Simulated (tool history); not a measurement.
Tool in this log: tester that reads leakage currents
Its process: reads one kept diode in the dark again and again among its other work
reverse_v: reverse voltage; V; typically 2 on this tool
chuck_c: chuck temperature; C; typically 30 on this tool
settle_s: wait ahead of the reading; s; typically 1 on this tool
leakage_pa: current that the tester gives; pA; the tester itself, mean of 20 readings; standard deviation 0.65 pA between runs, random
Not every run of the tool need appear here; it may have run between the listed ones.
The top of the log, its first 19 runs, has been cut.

run,hour,reverse_v,chuck_c,settle_s,hours of work since the probe card was cleaned,hours of work since the tester was calibrated,hours of work since the chuck was calibrated,leakage_pa
# hour 879.5: probe card cleaned and baked
20,937,2,40,1,29,1298,369,570.07
21,991.8,1.62,54,1.1,56,1325,397,1661.93
22,1033.2,3.64,29,0.49,77,1346,418,272.2
# hour 1063: probe card cleaned and baked, once more
23,1092.1,3.64,29,0.49,15,1374,446,271.81
24,1126.7,1.45,52,0.49,32,1392,463,1383.01
25,1164.5,2.75,56,1,51,1411,482,2425.58
26,1217.2,3.92,41,0.3,78,1437,509,820.19
27,1274,3.92,41,0.3,106,1466,537,823.84
28,1313.4,1.27,30,1,126,1486,557,199.85
29,1359.5,1.27,30,1,149,1509,580,199.74
30,1403,1.27,30,1,171,1531,602,201.05
31,1435.9,1.29,57,2.51,188,1547,619,1995.38
32,1483,11.74,31,0.83,211,1571,642,530.95
33,1518.2,11,57,5.06,229,1589,660,4607.23
34,1551.7,2,39,0.34,246,1605,677,543.72
35,1599.4,5.39,25,1.15,270,1629,701,225.41
36,1642.9,1.9,30,1,292,1651,723,240.46
37,1696.6,1.9,30,1,319,1678,750,241.8
38,1727,1.9,30,1,334,1694,765,241.5
39,1775,1.08,30,1,358,1718,789,194.75
40,1807.9,2.81,26,1.15,375,1734,806,196.26

Below are 4 alternative next runs, each starting from the tool's condition after run 40. Predict each:
A,1859.5,10.78,22,3.76,401,1760,832,?
B,1859.5,8.22,26,1.15,401,1760,832,?
C,1859.5,2,30,3.45,401,1760,832,?
D,1859.5,3.23,26,1.11,401,1760,832,?

run,leakage_pa
A,228.38
B,300.12
C,248.26
D,208.13
With no hidden state in the tool, these same runs would have given:
run,leakage_pa
A,195.97
B,259.51
C,216.16
D,180.37

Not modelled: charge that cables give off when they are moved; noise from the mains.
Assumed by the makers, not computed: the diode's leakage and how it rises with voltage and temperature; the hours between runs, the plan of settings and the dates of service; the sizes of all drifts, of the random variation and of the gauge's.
